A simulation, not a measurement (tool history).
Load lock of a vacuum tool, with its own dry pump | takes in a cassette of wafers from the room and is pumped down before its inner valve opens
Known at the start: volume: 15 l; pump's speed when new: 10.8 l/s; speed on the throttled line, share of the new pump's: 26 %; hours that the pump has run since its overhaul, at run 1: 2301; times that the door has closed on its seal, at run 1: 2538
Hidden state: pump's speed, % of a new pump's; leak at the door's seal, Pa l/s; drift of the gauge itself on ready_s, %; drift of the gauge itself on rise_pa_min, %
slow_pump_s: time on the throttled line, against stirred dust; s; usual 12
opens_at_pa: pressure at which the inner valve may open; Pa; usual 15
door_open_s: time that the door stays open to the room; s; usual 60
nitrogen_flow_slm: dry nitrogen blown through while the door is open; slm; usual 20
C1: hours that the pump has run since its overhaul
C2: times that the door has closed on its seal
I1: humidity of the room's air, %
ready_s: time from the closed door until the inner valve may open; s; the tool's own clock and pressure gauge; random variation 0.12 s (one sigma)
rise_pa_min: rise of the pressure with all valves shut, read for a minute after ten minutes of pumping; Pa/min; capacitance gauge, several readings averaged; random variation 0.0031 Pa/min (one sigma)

run 1 hour=0 | slow_pump_s=12 opens_at_pa=15 door_open_s=60 nitrogen_flow_slm=20 | C1=2301 C2=2538 | I1=42.5 | ready_s=21.3 rise_pa_min=0.105
run 2 hour=98 | slow_pump_s=12 opens_at_pa=15 door_open_s=60 nitrogen_flow_slm=20 | C1=2399 C2=2766 | I1=44.5 | ready_s=21.7 rise_pa_min=0.095
run 3 hour=162.5 | slow_pump_s=12 opens_at_pa=15 door_open_s=60 nitrogen_flow_slm=20 | C1=2464 C2=2916 | I1=46.1 | ready_s=21.5 rise_pa_min=0.109
run 4 hour=217.3 | slow_pump_s=12 opens_at_pa=15 door_open_s=60 nitrogen_flow_slm=20 | C1=2519 C2=3043 | I1=48.1 | ready_s=21.5 rise_pa_min=0.109
run 5 hour=348.2 | slow_pump_s=12 opens_at_pa=15 door_open_s=60 nitrogen_flow_slm=20 | C1=2649 C2=3348 | I1=46.4 | ready_s=21.5 rise_pa_min=0.105
run 6 hour=447.7 | slow_pump_s=12 opens_at_pa=14 door_open_s=60 nitrogen_flow_slm=20 | C1=2749 C2=3580 | I1=48.4 | ready_s=21.5 rise_pa_min=0.115
run 7 hour=564.5 | slow_pump_s=12 opens_at_pa=14 door_open_s=60 nitrogen_flow_slm=20 | C1=2866 C2=3851 | I1=42.7 | ready_s=21.6 rise_pa_min=0.105
run 8 hour=678 | slow_pump_s=12 opens_at_pa=14 door_open_s=60 nitrogen_flow_slm=20 | C1=2979 C2=4115 | I1=42.2 | ready_s=21.7 rise_pa_min=0.11
run 9 hour=757.6 | slow_pump_s=12 opens_at_pa=15 door_open_s=60 nitrogen_flow_slm=26 | C1=3059 C2=4301 | I1=46.3 | ready_s=21.3 rise_pa_min=0.111
run 10 hour=886.9 | slow_pump_s=12 opens_at_pa=15 door_open_s=60 nitrogen_flow_slm=4 | C1=3188 C2=4602 | I1=44.4 | ready_s=21.6 rise_pa_min=0.145
run 11 hour=963.8 | slow_pump_s=12 opens_at_pa=15 door_open_s=60 nitrogen_flow_slm=4 | C1=3265 C2=4781 | I1=43.4 | ready_s=21.4 rise_pa_min=0.147
run 12 hour=1066 | slow_pump_s=12 opens_at_pa=15 door_open_s=60 nitrogen_flow_slm=4 | C1=3367 C2=5019 | I1=47.2 | ready_s=21.5 rise_pa_min=0.162
run 13 hour=1164.1 | slow_pump_s=12 opens_at_pa=15 door_open_s=60 nitrogen_flow_slm=4 | C1=3465 C2=5247 | I1=44.4 | ready_s=21.7 rise_pa_min=0.156
run 14 hour=1252.2 | slow_pump_s=12 opens_at_pa=15 door_open_s=29 nitrogen_flow_slm=20 | C1=3553 C2=5452 | I1=44.7 | ready_s=21.6 rise_pa_min=0.098
run 15 hour=1330 | slow_pump_s=12 opens_at_pa=15 door_open_s=29 nitrogen_flow_slm=20 | C1=3631 C2=5633 | I1=43 | ready_s=21.7 rise_pa_min=0.1
run 16 hour=1447.3 | slow_pump_s=12 opens_at_pa=15 door_open_s=29 nitrogen_flow_slm=20 | C1=3749 C2=5906 | I1=47.1 | ready_s=21.8 rise_pa_min=0.109
run 17 hour=1569.6 | slow_pump_s=12 opens_at_pa=17 door_open_s=29 nitrogen_flow_slm=20 | C1=3871 C2=6191 | I1=44.8 | ready_s=21.2 rise_pa_min=0.113
run 18 hour=1671.6 | slow_pump_s=12 opens_at_pa=17 door_open_s=29 nitrogen_flow_slm=20 | C1=3973 C2=6428 | I1=47 | ready_s=21.5 rise_pa_min=0.119
run 19 hour=1773.3 | slow_pump_s=12 opens_at_pa=17 door_open_s=29 nitrogen_flow_slm=20 | C1=4075 C2=6665 | I1=47.9 | ready_s=21.6 rise_pa_min=0.125
run 20 hour=1856 | slow_pump_s=12 opens_at_pa=17 door_open_s=29 nitrogen_flow_slm=20 | C1=4157 C2=6857 | I1=44.2 | ready_s=21.5 rise_pa_min=0.12
run 21 hour=1914.2 | slow_pump_s=12 opens_at_pa=17 door_open_s=29 nitrogen_flow_slm=20 | C1=4215 C2=6993 | I1=43.6 | ready_s=21.2 rise_pa_min=0.122
run 22 hour=1971.5 | slow_pump_s=12 opens_at_pa=17 door_open_s=29 nitrogen_flow_slm=20 | C1=4273 C2=7126 | I1=44.6 | ready_s=21.4 rise_pa_min=0.121
run 23 hour=2077.4 | slow_pump_s=12 opens_at_pa=17 door_open_s=29 nitrogen_flow_slm=20 | C1=4379 C2=7373 | I1=44.9 | ready_s=21.4 rise_pa_min=0.128
run 24 hour=2149.8 | slow_pump_s=11 opens_at_pa=15 door_open_s=60 nitrogen_flow_slm=22 | C1=4451 C2=7541 | I1=43.8 | ready_s=21 rise_pa_min=0.152
run 25 hour=2260.7 | slow_pump_s=21 opens_at_pa=11 door_open_s=114 nitrogen_flow_slm=20 | C1=4562 C2=7799 | I1=47.5 | ready_s=28.6 rise_pa_min=0.209
run 26 hour=2360.9 | slow_pump_s=12 opens_at_pa=24 door_open_s=60 nitrogen_flow_slm=4 | C1=4662 C2=8032 | I1=44.5 | ready_s=21 rise_pa_min=0.196
run 27 hour=2483.4 | slow_pump_s=12 opens_at_pa=15 door_open_s=48 nitrogen_flow_slm=9 | C1=4785 C2=8318 | I1=47 | ready_s=21.7 rise_pa_min=0.179
run 28 hour=2564.5 | slow_pump_s=12 opens_at_pa=13 door_open_s=69 nitrogen_flow_slm=6 | C1=4866 C2=8506 | I1=45.6 | ready_s=22 rise_pa_min=0.206

Forecast run 29:
run 29 hour=2626.7 | slow_pump_s=12 opens_at_pa=13 door_open_s=69 nitrogen_flow_slm=6 | C1=4928 C2=8651 | I1=43 | ready_s=? rise_pa_min=?

Run 29 gave ready_s 21.9 s, rise_pa_min 0.205 Pa/min.
Without the tool's hidden state the same run would have given ready_s 21.5 s, rise_pa_min 0.106 Pa/min.
